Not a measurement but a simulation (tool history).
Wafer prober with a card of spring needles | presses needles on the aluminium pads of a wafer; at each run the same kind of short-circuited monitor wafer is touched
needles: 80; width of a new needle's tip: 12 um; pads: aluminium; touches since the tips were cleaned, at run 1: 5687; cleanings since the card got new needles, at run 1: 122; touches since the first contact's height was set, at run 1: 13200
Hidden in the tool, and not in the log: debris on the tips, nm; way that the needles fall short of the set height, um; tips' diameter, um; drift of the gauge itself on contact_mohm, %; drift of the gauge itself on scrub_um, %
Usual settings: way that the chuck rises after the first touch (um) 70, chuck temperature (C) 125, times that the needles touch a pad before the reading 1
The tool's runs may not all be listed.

run	day	way that the chuck rises after the first touch (um)	chuck temperature (C)	times that the needles touch a pad before the reading	touches since the tips were cleaned	cleanings since the card got new needles	touches since the first contact's height was set	resistance of one needle with its contact and lead (mohm)	way that a needle slides on the pad (um)
1	0	70	125	1	5687	122	13200	219	15.74
# day 0.154: tips cleaned on abrasive film
# day 0.758: tips cleaned on abrasive film
# day 1.367: tips cleaned on abrasive film
2	1.962	70	125	1	5949	125	32672	223	15.79
# day 2.142: tips cleaned on abrasive film
# day 2.746: tips cleaned on abrasive film
# day 3.35: tips cleaned on abrasive film
3	3.446	70	125	1	948	128	47390	212	15.74
# day 4.05: tips cleaned on abrasive film
# day 4.658: tips cleaned on abrasive film
# day 5.262: tips cleaned on abrasive film
4	5.842	70	125	1	5794	131	71215	216	15.79
# day 5.996: tips cleaned on abrasive film
# day 6.604: tips cleaned on abrasive film
# day 7.358: tips cleaned on abrasive film
5	7.8	70	125	1	4416	134	90656	217	15.72
# day 8.104: tips cleaned on abrasive film
# day 8.712: tips cleaned on abrasive film
# day 9.317: tips cleaned on abrasive film
# day 10.067: tips cleaned on abrasive film
# day 10.821: tips cleaned on abrasive film
6	11.088	70	125	1	2667	139	123279	216	15.8
# day 11.542: tips cleaned on abrasive film
# day 12.296: tips cleaned on abrasive film
7	12.804	70	125	1	5066	141	140364	218	15.71
# day 12.958: tips cleaned on abrasive film
# day 13.562: tips cleaned on abrasive film
# day 14.317: tips cleaned on abrasive film
# day 14.925: tips cleaned on abrasive film
# day 15.675: tips cleaned on abrasive film
8	16.208	70	125	1	5354	146	174184	219	15.8
# day 16.362: tips cleaned on abrasive film
# day 16.971: tips cleaned on abrasive film
# day 17.725: tips cleaned on abrasive film
# day 17.888: height of the first contact set anew
# day 18.342: tips cleaned on abrasive film
# day 18.95: tips cleaned on abrasive film
# day 19.683: tips cleaned on abrasive film
9	19.683	70	125	1	0	152	17801	219	15.71
# day 20.288: tips cleaned on abrasive film
# day 21.042: tips cleaned on abrasive film
# day 21.792: tips cleaned on abrasive film
10	22.012	70	125	1	2199	155	40956	217	15.79
# day 22.467: tips cleaned on abrasive film
# day 23.071: tips cleaned on abrasive film
11	23.579	70	125	1	5061	157	56534	218	15.76
# day 23.733: tips cleaned on abrasive film
# day 24.338: tips cleaned on abrasive film
# day 24.838: card fitted with new needles
# day 25.588: tips cleaned on abrasive film
12	25.842	70	125	1	2525	1	9968	216	15.76
# day 26.296: tips cleaned on abrasive film
# day 26.9: tips cleaned on abrasive film
# day 27.504: tips cleaned on abrasive film
13	27.833	70	113	1	3266	4	29761	212	15.81
# day 28.138: tips cleaned on abrasive film
# day 28.742: tips cleaned on abrasive film
# day 29.35: tips cleaned on abrasive film
14	29.621	70	106	3	2697	7	47487	213	15.71
# day 30.075: tips cleaned on abrasive film
# day 30.679: tips cleaned on abrasive film
# day 31.438: tips cleaned on abrasive film
15	31.846	70	69	1	4100	10	69617	205	15.69
# day 32.15: tips cleaned on abrasive film
# day 32.908: tips cleaned on abrasive film
# day 33.512: tips cleaned on abrasive film
# day 34.117: tips cleaned on abrasive film
# day 34.725: tips cleaned on abrasive film
16	34.892	77	57	2	1692	15	99856	204	17.39
# day 35.35: tips cleaned on abrasive film
# day 35.954: tips cleaned on abrasive film
# day 36.708: tips cleaned on abrasive film
17	37.112	77	66	1	4003	18	121891	205	17.29
# day 37.412: tips cleaned on abrasive film
# day 38.021: tips cleaned on abrasive film
# day 38.775: tips cleaned on abrasive film
18	38.983	77	77	1	2061	21	140462	208	17.42
# day 39.438: tips cleaned on abrasive film
# day 40.192: tips cleaned on abrasive film
# day 40.796: tips cleaned on abrasive film
# day 41.404: tips cleaned on abrasive film
# day 42.008: tips cleaned on abrasive film
19	42.442	65	60	2	4310	26	174820	206	14.63
# day 42.746: tips cleaned on abrasive film
# day 43.35: tips cleaned on abrasive film
# day 43.967: height of the first contact set anew
# day 44.121: tips cleaned on abrasive film
20	44.258	65	60	2	1398	29	2901	204	14.64
# day 44.867: tips cleaned on abrasive film
# day 45.471: tips cleaned on abrasive film
# day 46.075: tips cleaned on abrasive film
# day 46.683: tips cleaned on abrasive film
# day 47.433: tips cleaned on abrasive film
21	47.742	65	60	2	3087	34	37486	207	14.66
# day 48.042: tips cleaned on abrasive film
# day 48.646: tips cleaned on abrasive film
# day 49.4: tips cleaned on abrasive film
# day 50.158: tips cleaned on abrasive film
22	50.671	70	35	1	5113	38	66580	199	15.72
# day 50.825: tips cleaned on abrasive film
# day 51.429: tips cleaned on abrasive film
# day 52.033: tips cleaned on abrasive film
# day 52.642: tips cleaned on abrasive film
23	53.167	70	35	1	5246	42	91359	198	15.78
# day 53.321: tips cleaned on abrasive film
# day 53.925: tips cleaned on abrasive film
# day 54.642: tips cleaned on abrasive film
24	54.642	71	125	2	0	45	105975	217	15.94
# day 55.396: tips cleaned on abrasive film
# day 56: tips cleaned on abrasive film
# day 56.754: tips cleaned on abrasive film
25	56.879	52	103	1	1258	48	128241	215	11.7
# day 57.488: tips cleaned on abrasive film
# day 58.242: tips cleaned on abrasive film
# day 58.85: tips cleaned on abrasive film
26	59.175	70	125	2	3280	51	151054	217	15.69

3 ways to go on from here, each from the tool as it stands after run 26. What would each give?
# day 59.479: tips cleaned on abrasive film
# day 60.088: tips cleaned on abrasive film
# day 60.692: tips cleaned on abrasive film
# day 61.45: tips cleaned on abrasive film
A	62.046	70	125	2	5978	55	179569	?	?
# day 59.479: tips cleaned on abrasive film
# day 60.088: tips cleaned on abrasive film
# day 60.692: tips cleaned on abrasive film
# day 61.45: tips cleaned on abrasive film
B	62.046	82	125	1	5978	55	179569	?	?
# day 59.479: tips cleaned on abrasive film
# day 60.088: tips cleaned on abrasive film
# day 60.692: tips cleaned on abrasive film
# day 61.45: tips cleaned on abrasive film
C	62.046	73	125	2	5978	55	179569	?	?

run	resistance of one needle with its contact and lead (mohm)	way that a needle slides on the pad (um)
A	219	15.67
B	218	18.5
C	217	16.46
Without the tool's hidden state the same runs would have given:
run	resistance of one needle with its contact and lead (mohm)	way that a needle slides on the pad (um)
A	219	15.68
B	217	18.51
C	216	16.47

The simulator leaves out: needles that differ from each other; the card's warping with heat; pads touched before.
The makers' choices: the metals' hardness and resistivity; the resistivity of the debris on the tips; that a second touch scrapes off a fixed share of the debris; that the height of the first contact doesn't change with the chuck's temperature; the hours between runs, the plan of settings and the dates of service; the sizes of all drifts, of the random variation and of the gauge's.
